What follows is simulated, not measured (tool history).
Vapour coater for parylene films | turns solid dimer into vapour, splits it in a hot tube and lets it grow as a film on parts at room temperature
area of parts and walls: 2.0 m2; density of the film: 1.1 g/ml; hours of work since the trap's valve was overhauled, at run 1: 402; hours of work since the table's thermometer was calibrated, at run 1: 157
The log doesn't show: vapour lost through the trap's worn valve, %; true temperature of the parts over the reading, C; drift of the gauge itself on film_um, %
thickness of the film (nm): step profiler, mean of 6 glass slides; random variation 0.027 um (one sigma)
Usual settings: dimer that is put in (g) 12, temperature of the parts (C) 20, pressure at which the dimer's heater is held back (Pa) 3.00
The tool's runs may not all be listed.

run,day,dimer that is put in (g),temperature of the parts (C),pressure at which the dimer's heater is held back (Pa),hours of work since the trap's valve was overhauled,hours of work since the table's thermometer was calibrated,thickness of the film (nm)
1,0.000,12,20,3.00,402,157,3990
2,0.308,12,20,3.00,408,163,4020
3,0.804,12,20,3.00,417,172,4020
4,1.362,12,25,3.00,427,182,3610
5,1.804,12,27,3.00,436,190,3550
6,2.562,12,20,4.84,450,205,3560
7,2.908,15,20,4.84,456,211,4420
8,3.500,15,20,4.84,467,222,4420
9,4.150,12,20,3.00,479,234,3980
10,4.708,12,20,3.00,490,245,4000
11,5.179,7,24,5.68,499,253,1820
12,5.567,7,24,5.68,506,261,1850
13,6.104,12,29,5.38,516,271,2900
14,6.808,12,29,5.38,529,284,2860
# day 7.283: trap's valve overhauled
15,7.550,12,29,5.38,5,294,2940
16,8.204,5,14,3.10,17,307,1880
17,8.521,16,20,7.23,23,312,4400
18,9.075,16,20,7.23,33,323,4490

Hidden state or all else? Some run-to-run changes of thickness of the film (nm), split into what the settings, what came in and random variation would give without the hidden state, and what is left for the hidden state (with any gauge scatter that isn't in both results):
Run 14 -> 15: trap's valve overhauled. thickness of the film (nm) +80: hidden state +90, all else -10.
Run 16 -> 17: dimer that is put in (g) 5 -> 16, temperature of the parts (C) 14 -> 20, pressure at which the dimer's heater is held back (Pa) 3.10 -> 7.23. thickness of the film (nm) +2520: hidden state -20, all else +2540.

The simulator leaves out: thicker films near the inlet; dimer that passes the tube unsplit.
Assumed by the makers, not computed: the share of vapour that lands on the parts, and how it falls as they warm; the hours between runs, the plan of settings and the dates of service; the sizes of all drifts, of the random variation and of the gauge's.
